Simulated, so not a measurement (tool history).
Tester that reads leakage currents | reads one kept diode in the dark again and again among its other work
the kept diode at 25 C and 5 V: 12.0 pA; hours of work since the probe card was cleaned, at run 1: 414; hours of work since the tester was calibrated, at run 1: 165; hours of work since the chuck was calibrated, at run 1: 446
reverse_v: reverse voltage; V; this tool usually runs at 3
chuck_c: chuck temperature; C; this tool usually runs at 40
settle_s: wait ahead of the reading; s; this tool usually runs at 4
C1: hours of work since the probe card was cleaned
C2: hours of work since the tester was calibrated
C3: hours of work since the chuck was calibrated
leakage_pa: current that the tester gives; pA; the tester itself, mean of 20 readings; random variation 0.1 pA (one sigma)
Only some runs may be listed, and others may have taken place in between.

run 1 hour=0 | reverse_v=3 chuck_c=40 settle_s=4 | C1=414 C2=165 C3=446 | leakage_pa=34.76
run 2 hour=30.9 | reverse_v=3 chuck_c=40 settle_s=4 | C1=438 C2=189 C3=471 | leakage_pa=35
run 3 hour=48.1 | reverse_v=3 chuck_c=40 settle_s=4 | C1=452 C2=203 C3=484 | leakage_pa=35.17
run 4 hour=77.1 | reverse_v=3 chuck_c=40 settle_s=4 | C1=475 C2=226 C3=507 | leakage_pa=35.55
run 5 hour=96.9 | reverse_v=3 chuck_c=40 settle_s=4 | C1=491 C2=242 C3=523 | leakage_pa=35.48
run 6 hour=126.6 | reverse_v=3 chuck_c=40 settle_s=4 | C1=514 C2=265 C3=546 | leakage_pa=35.98
run 7 hour=149.3 | reverse_v=3 chuck_c=40 settle_s=4 | C1=532 C2=283 C3=564 | leakage_pa=36.41
-- hour=162.9 chuck's temperature calibrated
run 8 hour=169.4 | reverse_v=3 chuck_c=40 settle_s=4 | C1=546 C2=298 C3=5 | leakage_pa=32.77
run 9 hour=202.1 | reverse_v=3 chuck_c=40 settle_s=4 | C1=572 C2=323 C3=31 | leakage_pa=32.87
run 10 hour=217.8 | reverse_v=3 chuck_c=40 settle_s=9.87 | C1=585 C2=336 C3=43 | leakage_pa=33.09
run 11 hour=248.8 | reverse_v=3 chuck_c=40 settle_s=9.87 | C1=609 C2=360 C3=68 | leakage_pa=33.25
run 12 hour=279.5 | reverse_v=3 chuck_c=40 settle_s=9.87 | C1=634 C2=385 C3=92 | leakage_pa=33.5
run 13 hour=299 | reverse_v=3 chuck_c=40 settle_s=9.87 | C1=649 C2=400 C3=108 | leakage_pa=33.91
run 14 hour=313.1 | reverse_v=3 chuck_c=40 settle_s=9.87 | C1=660 C2=411 C3=119 | leakage_pa=33.88
run 15 hour=345 | reverse_v=3 chuck_c=40 settle_s=9.87 | C1=686 C2=437 C3=144 | leakage_pa=34.42
run 16 hour=363.4 | reverse_v=3 chuck_c=40 settle_s=9.87 | C1=700 C2=451 C3=159 | leakage_pa=34.61
run 17 hour=384.1 | reverse_v=3 chuck_c=40 settle_s=9.87 | C1=716 C2=468 C3=175 | leakage_pa=34.79
run 18 hour=402.1 | reverse_v=3 chuck_c=40 settle_s=9.87 | C1=731 C2=482 C3=189 | leakage_pa=34.84
run 19 hour=431.9 | reverse_v=3 chuck_c=40 settle_s=9.87 | C1=754 C2=505 C3=213 | leakage_pa=35.01
run 20 hour=454.8 | reverse_v=3 chuck_c=40 settle_s=9.87 | C1=772 C2=523 C3=231 | leakage_pa=35.15
run 21 hour=475.8 | reverse_v=1.43 chuck_c=36 settle_s=1.56 | C1=789 C2=540 C3=248 | leakage_pa=20.41
run 22 hour=500 | reverse_v=8.58 chuck_c=24 settle_s=6.57 | C1=808 C2=559 C3=267 | leakage_pa=29.41
run 23 hour=526.2 | reverse_v=3 chuck_c=26 settle_s=4 | C1=829 C2=580 C3=288 | leakage_pa=16.99
run 24 hour=553 | reverse_v=13.91 chuck_c=30 settle_s=0.78 | C1=850 C2=601 C3=309 | leakage_pa=55.89
run 25 hour=578.8 | reverse_v=11.35 chuck_c=50 settle_s=0.78 | C1=871 C2=622 C3=329 | leakage_pa=119.59
run 26 hour=600.8 | reverse_v=8 chuck_c=30 settle_s=2.51 | C1=888 C2=639 C3=347 | leakage_pa=37.82
run 27 hour=620.8 | reverse_v=9.09 chuck_c=60 settle_s=0.71 | C1=904 C2=655 C3=362 | leakage_pa=182.82
run 28 hour=651.8 | reverse_v=10.57 chuck_c=40 settle_s=2.39 | C1=928 C2=679 C3=387 | leakage_pa=71.42
run 29 hour=678.3 | reverse_v=3 chuck_c=28 settle_s=4 | C1=949 C2=700 C3=408 | leakage_pa=19.89
run 30 hour=706.9 | reverse_v=5.96 chuck_c=22 settle_s=4.09 | C1=972 C2=723 C3=431 | leakage_pa=23.74
run 31 hour=732.2 | reverse_v=13.06 chuck_c=40 settle_s=4.56 | C1=992 C2=743 C3=451 | leakage_pa=81.79
run 32 hour=748.3 | reverse_v=4.21 chuck_c=25 settle_s=0.37 | C1=1005 C2=756 C3=463 | leakage_pa=24.18
run 33 hour=780.8 | reverse_v=5.42 chuck_c=22 settle_s=4 | C1=1031 C2=782 C3=489 | leakage_pa=22.99
run 34 hour=802.3 | reverse_v=1.24 chuck_c=25 settle_s=3.37 | C1=1048 C2=799 C3=506 | leakage_pa=11.09
run 35 hour=830.7 | reverse_v=1.12 chuck_c=22 settle_s=1.58 | C1=1070 C2=821 C3=529 | leakage_pa=9.17
run 36 hour=848.3 | reverse_v=3 chuck_c=22 settle_s=4 | C1=1084 C2=835 C3=543 | leakage_pa=16.29
run 37 hour=866.6 | reverse_v=17.63 chuck_c=44 settle_s=6.05 | C1=1098 C2=850 C3=557 | leakage_pa=120.49
-- hour=890.5 chuck's temperature calibrated
run 38 hour=901 | reverse_v=18.01 chuck_c=22 settle_s=7.16 | C1=1124 C2=875 C3=8 | leakage_pa=57.32
run 39 hour=921.3 | reverse_v=18.01 chuck_c=22 settle_s=7.16 | C1=1140 C2=891 C3=24 | leakage_pa=57.96

Across each entry between runs, compare the hidden state at the last listed run before it with the hidden state at the first listed run after it:
Run 7 -> run 8: chuck's temperature calibrated (hour 162.9)
  stray current of the dirty probe card, pA a volt: 1.124 -> 1.151; current scale over the true one, %: 0.12 -> 0.13; true chuck temperature over the reading, C: 1.9 -> 0.08
  difference, measured minus the result without the unlogged condition, leakage_pa: +7.26 -> +3.6 pA
Run 37 -> run 38: chuck's temperature calibrated (hour 890.5)
  stray current of the dirty probe card, pA a volt: 2.253 -> 2.305; current scale over the true one, %: 0.29 -> 0.3; true chuck temperature over the reading, C: 1.95 -> -0.05
  difference, measured minus the result without the unlogged condition, leakage_pa: +49.11 -> +41.22 pA

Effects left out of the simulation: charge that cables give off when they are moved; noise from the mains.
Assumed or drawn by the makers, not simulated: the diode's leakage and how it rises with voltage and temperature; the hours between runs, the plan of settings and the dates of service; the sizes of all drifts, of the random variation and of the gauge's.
